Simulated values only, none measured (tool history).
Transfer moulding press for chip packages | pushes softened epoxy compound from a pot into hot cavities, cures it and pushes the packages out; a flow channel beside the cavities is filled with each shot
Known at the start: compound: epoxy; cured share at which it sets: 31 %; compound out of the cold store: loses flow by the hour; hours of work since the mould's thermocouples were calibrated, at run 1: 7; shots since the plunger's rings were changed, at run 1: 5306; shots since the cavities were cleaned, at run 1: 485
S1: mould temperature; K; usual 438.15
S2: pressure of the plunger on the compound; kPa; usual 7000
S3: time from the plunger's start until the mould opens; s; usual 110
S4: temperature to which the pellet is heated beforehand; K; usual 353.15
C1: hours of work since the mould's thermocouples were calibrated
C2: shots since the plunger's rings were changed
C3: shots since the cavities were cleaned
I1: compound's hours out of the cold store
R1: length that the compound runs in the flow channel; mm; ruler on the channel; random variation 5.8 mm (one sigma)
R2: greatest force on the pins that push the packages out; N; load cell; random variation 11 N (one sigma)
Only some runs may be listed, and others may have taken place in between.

run    day      S1    S2   S3      S4   C1    C2   C3    I1   R1   R2
  1  0.000  438.15  7000  110  353.15    7  5306  485  27.7  586  900
     0.104  -- cavities cleaned with cleaning compound and waxed
  2  0.500  437.15  7000  110  353.15   14  5437  118  16.5  629  647
  3  0.717  437.15  6630  110  353.15   18  5501  182  28.5  571  717
  4  0.946  437.15  6630  110  353.15   22  5570  251  31.3  568  765
  5  1.221  437.15  6630  110  353.15   27  5652  333  41.1  534  783
  6  1.662  437.15  6630  118  353.15   35  5784  465  31.1  562  816
     1.808  -- cavities cleaned with cleaning compound and waxed
  7  2.100  437.15  6630  118  353.15   41  5897   87  23.9  583  599
  8  2.454  437.15  6630  118  353.15   48  6002  192  37.5  546  715
  9  2.908  437.15  6630  118  353.15   56  6138  328  17.0  604  759
     3.100  -- plunger's sealing rings changed
 10  3.267  437.15  6630  118  353.15   60    50  404  30.9  606  823
     3.625  -- cavities cleaned with cleaning compound and waxed
 11  3.683  438.15  8430  110  353.15   66   157   18  40.2  660  513
 12  3.938  438.15  8430  110  353.15   71   232   93  45.9  649  593
 13  4.304  439.15  8070  149  362.15   77   342  203  33.3  664  583
 14  4.762  438.15  7000  134  349.15   85   480  341  11.1  682  694
 15  5.225  443.15  8260  112  347.15   93   618  479  42.2  627  759
     5.333  -- cavities cleaned with cleaning compound and waxed
 16  5.496  443.15  8260  103  347.15   97   680   48  23.2  689  532
 17  5.704  432.15  5960  143  348.15  101   743  111  25.4  607  575
 18  5.908  438.15  7980  110  348.15  104   804  172  14.5  728  674

Estimate the outcome of run 19 from the log above:
 19  6.342  438.15  7440  143  353.15  112  933  301  40.6   ?   ?

R1: 606 mm
R2: 654 N
On a tool with no hidden condition, and with the same random variation, this run would have come out at R1 614 mm, R2 430 N.
